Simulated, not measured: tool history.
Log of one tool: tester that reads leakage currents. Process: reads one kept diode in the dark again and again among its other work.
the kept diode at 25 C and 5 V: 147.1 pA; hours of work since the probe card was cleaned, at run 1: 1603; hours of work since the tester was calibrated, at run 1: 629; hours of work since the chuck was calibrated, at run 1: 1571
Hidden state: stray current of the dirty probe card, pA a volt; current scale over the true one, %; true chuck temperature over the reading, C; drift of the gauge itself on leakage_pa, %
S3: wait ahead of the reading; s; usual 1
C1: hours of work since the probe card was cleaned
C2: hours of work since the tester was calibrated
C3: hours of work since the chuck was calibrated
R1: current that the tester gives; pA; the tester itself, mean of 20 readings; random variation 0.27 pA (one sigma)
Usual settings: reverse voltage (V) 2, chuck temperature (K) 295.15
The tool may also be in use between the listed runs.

run 1 hour=0 | reverse_voltage_(V)=2 chuck_temperature_(K)=295.15 S3=1 | C1=1603 C2=629 C3=1571 | R1=97.61
run 2 hour=25.5 | reverse_voltage_(V)=2 chuck_temperature_(K)=295.15 S3=1 | C1=1622 C2=648 C3=1590 | R1=97.85
run 3 hour=45.9 | reverse_voltage_(V)=2 chuck_temperature_(K)=295.15 S3=1 | C1=1637 C2=663 C3=1605 | R1=97.85
run 4 hour=69.2 | reverse_voltage_(V)=2 chuck_temperature_(K)=295.15 S3=1 | C1=1654 C2=680 C3=1623 | R1=98.59
run 5 hour=86.8 | reverse_voltage_(V)=2 chuck_temperature_(K)=295.15 S3=3.62 | C1=1667 C2=693 C3=1636 | R1=98.1
run 6 hour=108.9 | reverse_voltage_(V)=2 chuck_temperature_(K)=295.15 S3=3.62 | C1=1683 C2=709 C3=1652 | R1=98.06
run 7 hour=133 | reverse_voltage_(V)=2 chuck_temperature_(K)=295.15 S3=3.62 | C1=1701 C2=727 C3=1670 | R1=98.18
run 8 hour=158.8 | reverse_voltage_(V)=2 chuck_temperature_(K)=295.15 S3=1 | C1=1720 C2=746 C3=1689 | R1=98.64
run 9 hour=190.2 | reverse_voltage_(V)=2 chuck_temperature_(K)=295.15 S3=1 | C1=1743 C2=769 C3=1712 | R1=99.12
run 10 hour=211.4 | reverse_voltage_(V)=2 chuck_temperature_(K)=295.15 S3=1 | C1=1759 C2=785 C3=1727 | R1=98.47
run 11 hour=240.4 | reverse_voltage_(V)=2 chuck_temperature_(K)=300.15 S3=1 | C1=1780 C2=806 C3=1749 | R1=142
run 12 hour=260.1 | reverse_voltage_(V)=2 chuck_temperature_(K)=300.15 S3=1 | C1=1795 C2=821 C3=1763 | R1=143.54
run 13 hour=276.8 | reverse_voltage_(V)=2 chuck_temperature_(K)=300.15 S3=1 | C1=1807 C2=833 C3=1776 | R1=143.12
run 14 hour=304 | reverse_voltage_(V)=14.61 chuck_temperature_(K)=295.15 S3=1 | C1=1827 C2=853 C3=1796 | R1=198.89
-- hour=322.2 chuck's temperature calibrated
run 15 hour=329.1 | reverse_voltage_(V)=14.61 chuck_temperature_(K)=295.15 S3=1 | C1=1844 C2=870 C3=5 | R1=178.2
run 16 hour=345.7 | reverse_voltage_(V)=2 chuck_temperature_(K)=326.15 S3=1 | C1=1856 C2=882 C3=17 | R1=755.36
run 17 hour=369.3 | reverse_voltage_(V)=2 chuck_temperature_(K)=326.15 S3=1 | C1=1874 C2=900 C3=35 | R1=755.01
run 18 hour=393.5 | reverse_voltage_(V)=2 chuck_temperature_(K)=326.15 S3=1 | C1=1892 C2=918 C3=53 | R1=756.44
run 19 hour=410.9 | reverse_voltage_(V)=2 chuck_temperature_(K)=295.15 S3=1 | C1=1905 C2=930 C3=65 | R1=88.86
run 20 hour=437 | reverse_voltage_(V)=2 chuck_temperature_(K)=295.15 S3=1 | C1=1924 C2=950 C3=85 | R1=88.53
run 21 hour=455.1 | reverse_voltage_(V)=2 chuck_temperature_(K)=295.15 S3=1 | C1=1937 C2=963 C3=98 | R1=89.12
run 22 hour=469.2 | reverse_voltage_(V)=2 chuck_temperature_(K)=295.15 S3=1 | C1=1948 C2=973 C3=108 | R1=88.65
run 23 hour=500.8 | reverse_voltage_(V)=6.49 chuck_temperature_(K)=295.15 S3=5.23 | C1=1971 C2=997 C3=132 | R1=133.59
run 24 hour=532.3 | reverse_voltage_(V)=3.27 chuck_temperature_(K)=295.15 S3=7.2 | C1=1994 C2=1020 C3=155 | R1=105.18
run 25 hour=553.5 | reverse_voltage_(V)=4.85 chuck_temperature_(K)=295.15 S3=4.4 | C1=2010 C2=1036 C3=171 | R1=120.71
run 26 hour=576.7 | reverse_voltage_(V)=5.09 chuck_temperature_(K)=324.15 S3=0.43 | C1=2027 C2=1053 C3=188 | R1=907.03
run 27 hour=594.3 | reverse_voltage_(V)=5.09 chuck_temperature_(K)=324.15 S3=0.43 | C1=2040 C2=1066 C3=201 | R1=911.41
run 28 hour=610.5 | reverse_voltage_(V)=10.64 chuck_temperature_(K)=295.15 S3=1 | C1=2052 C2=1078 C3=213 | R1=161.03
run 29 hour=633.6 | reverse_voltage_(V)=19.3 chuck_temperature_(K)=304.15 S3=1.71 | C1=2069 C2=1095 C3=230 | R1=375.92
run 30 hour=658.9 | reverse_voltage_(V)=19.3 chuck_temperature_(K)=304.15 S3=1.71 | C1=2088 C2=1113 C3=248 | R1=376.91
run 31 hour=677.6 | reverse_voltage_(V)=19.3 chuck_temperature_(K)=313.15 S3=1.71 | C1=2101 C2=1127 C3=262 | R1=695.57
run 32 hour=691.2 | reverse_voltage_(V)=7.85 chuck_temperature_(K)=329.15 S3=3.89 | C1=2111 C2=1137 C3=272 | R1=1438.63
run 33 hour=708.2 | reverse_voltage_(V)=7.85 chuck_temperature_(K)=329.15 S3=3.89 | C1=2124 C2=1150 C3=285 | R1=1439.8
run 34 hour=726.5 | reverse_voltage_(V)=7.85 chuck_temperature_(K)=329.15 S3=3.89 | C1=2137 C2=1163 C3=298 | R1=1437.28
run 35 hour=758.1 | reverse_voltage_(V)=2 chuck_temperature_(K)=328.15 S3=1 | C1=2161 C2=1187 C3=322 | R1=869.14
run 36 hour=780.4 | reverse_voltage_(V)=2 chuck_temperature_(K)=328.15 S3=1 | C1=2177 C2=1203 C3=338 | R1=865.92
run 37 hour=797.2 | reverse_voltage_(V)=6.48 chuck_temperature_(K)=324.15 S3=0.49 | C1=2190 C2=1215 C3=350 | R1=989.91
run 38 hour=825.8 | reverse_voltage_(V)=6.51 chuck_temperature_(K)=324.15 S3=0.49 | C1=2211 C2=1237 C3=372 | R1=1000.25
run 39 hour=855 | reverse_voltage_(V)=3.02 chuck_temperature_(K)=308.15 S3=0.49 | C1=2232 C2=1258 C3=393 | R1=266.75
run 40 hour=879.8 | reverse_voltage_(V)=3.02 chuck_temperature_(K)=308.15 S3=0.49 | C1=2251 C2=1276 C3=411 | R1=268.5
run 41 hour=895.5 | reverse_voltage_(V)=2 chuck_temperature_(K)=300.15 S3=0.37 | C1=2262 C2=1288 C3=423 | R1=131.88

Forecast each of these 3 alternatives for the next run:
run A hour=915.3 | reverse_voltage_(V)=1.17 chuck_temperature_(K)=312.15 S3=0.31 | C1=2277 C2=1303 C3=438 | R1=?
run B hour=915.3 | reverse_voltage_(V)=6.51 chuck_temperature_(K)=300.15 S3=0.96 | C1=2277 C2=1303 C3=438 | R1=?
run C hour=915.3 | reverse_voltage_(V)=2 chuck_temperature_(K)=300.15 S3=3.65 | C1=2277 C2=1303 C3=438 | R1=?

run=A R1=258.84
run=B R1=196.1
run=C R1=131.46
Without the tool's hidden state the same runs would have given:
run=A R1=253.21
run=B R1=186.17
run=C R1=127.05
